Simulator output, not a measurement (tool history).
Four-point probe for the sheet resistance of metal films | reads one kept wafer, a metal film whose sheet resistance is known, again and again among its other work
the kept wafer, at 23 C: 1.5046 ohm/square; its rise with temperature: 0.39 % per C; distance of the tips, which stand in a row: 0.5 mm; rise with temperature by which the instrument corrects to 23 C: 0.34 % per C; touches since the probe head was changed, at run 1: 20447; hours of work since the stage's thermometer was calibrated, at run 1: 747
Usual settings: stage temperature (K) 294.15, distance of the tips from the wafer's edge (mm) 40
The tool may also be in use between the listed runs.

run     day  stage temperature (K)  distance of the tips from the wafer's edge (mm)  touches since the probe head was changed  hours of work since the stage's thermometer was calibrated  sheet resistance as the instrument gives it (ohm/square)
  1       0                 294.15                                               40                                     20447                                                         747                                                  1.501041
  2   0.612                 292.15                                               40                                     20681                                                         759                                                  1.500164
  3   1.254                 292.15                                               40                                     20923                                                         771                                                  1.499668
  4   2.362                 292.15                                               40                                     21344                                                         792                                                  1.499789
  5   3.512                 292.15                                               40                                     21782                                                         813                                                  1.499509
  6    4.55                 292.15                                               40                                     22175                                                         833                                                  1.499099
  7   5.496                 294.15                                                4                                     22535                                                         850                                                  1.513557
  8   6.083                 294.15                                               35                                     22759                                                         862                                                  1.500691
  9   7.208                 294.15                                               40                                     23187                                                         883                                                  1.501156
 10   8.025                 294.15                                                4                                     23497                                                         898                                                  1.513397
 11   9.067                 294.15                                                4                                     23892                                                         917                                                  1.513244
 12  10.317                 294.15                                                4                                     24368                                                         941                                                  1.513146
 13  11.354                 294.15                                                9                                     24762                                                         960                                                  1.502712
 14  12.104                 294.15                                                9                                     25047                                                         975                                                  1.502999
 15  13.262                 294.15                                                9                                     25488                                                         996                                                  1.502844
 16  13.871                 294.15                                                9                                     25719                                                        1008                                                  1.503351
 17    14.5                 294.15                                               40                                     25957                                                        1019                                                  1.500954
 18  15.504                 294.15                                               40                                     26338                                                        1038                                                  1.500769
 19  16.825                 294.15                                               40                                     26841                                                        1063                                                  1.500858
 20  17.512                 294.15                                               40                                     27102                                                        1076                                                  1.500756
 21  18.229                 294.15                                               40                                     27374                                                        1089                                                   1.49999
 22  19.025                 294.15                                               40                                     27676                                                        1104                                                  1.500437
 23  19.858                 294.15                                               40                                     27993                                                        1120                                                  1.499969
 24  20.954                 308.15                                               33                                     28411                                                        1141                                                  1.510208
 25  21.529                 306.15                                               13                                     28628                                                        1151                                                  1.510035
 26  22.583                 306.15                                               13                                     29029                                                        1171                                                  1.509911
 27  23.658                 302.15                                                9                                     29438                                                        1191                                                   1.50811
 28  24.579                 302.15                                                9                                     29787                                                        1209                                                  1.507721
 29  25.588                 302.15                                                9                                     30170                                                        1228                                                  1.508017
 30  26.879                 302.15                                                9                                     30661                                                        1252                                                  1.508358
 31  28.271                 302.15                                                9                                     31191                                                        1278                                                  1.507432
 32  28.854                 297.15                                               18                                     31411                                                        1289                                                   1.50228
 33  29.838                 297.15                                               24                                     31786                                                        1307                                                  1.502017
 34  31.004                 305.15                                               44                                     32229                                                        1329                                                  1.506983
 35  32.192                 301.15                                                3                                     32680                                                        1352                                                   1.52638
 36  33.208                 298.15                                               40                                     33067                                                        1371                                                  1.502244
 37  34.042                 298.15                                               40                                     33383                                                        1386                                                  1.501876
 38  35.004                 298.15                                               40                                     33749                                                        1404                                                  1.502121
 39  35.662                 294.15                                                6                                     33999                                                        1417                                                    1.5042
 40  36.333                 294.15                                                6                                     34255                                                        1429                                                  1.504531
 41   37.05                 299.15                                               25                                     34526                                                        1443                                                  1.502887
 42  37.704                 294.15                                               71                                     34776                                                        1455                                                  1.498336
 43  38.617                 300.15                                               40                                     35121                                                        1472                                                  1.502938
 44  39.821                 301.15                                               38                                     35580                                                        1495                                                  1.504078
 45  40.862                 295.15                                               72                                     35975                                                        1514                                                  1.499131

Forecast each of these 4 alternatives for the next run:
  A  41.517                 304.15                                                5                                     36223                                                        1527                                                         ?
  B  41.517                 292.15                                               72                                     36223                                                        1527                                                         ?
  C  41.517                 295.15                                                4                                     36223                                                        1527                                                         ?
  D  41.517                 301.15                                                3                                     36223                                                        1527                                                         ?

run  sheet resistance as the instrument gives it (ohm/square)
  A                                                  1.514106
  B                                                  1.497397
  C                                                   1.51195
  D                                                  1.526228
Without the tool's hidden state the same runs would have given:
run  sheet resistance as the instrument gives it (ohm/square)
  A                                                  1.518594
  B                                                  1.501946
  C                                                  1.516512
  D                                                  1.530777
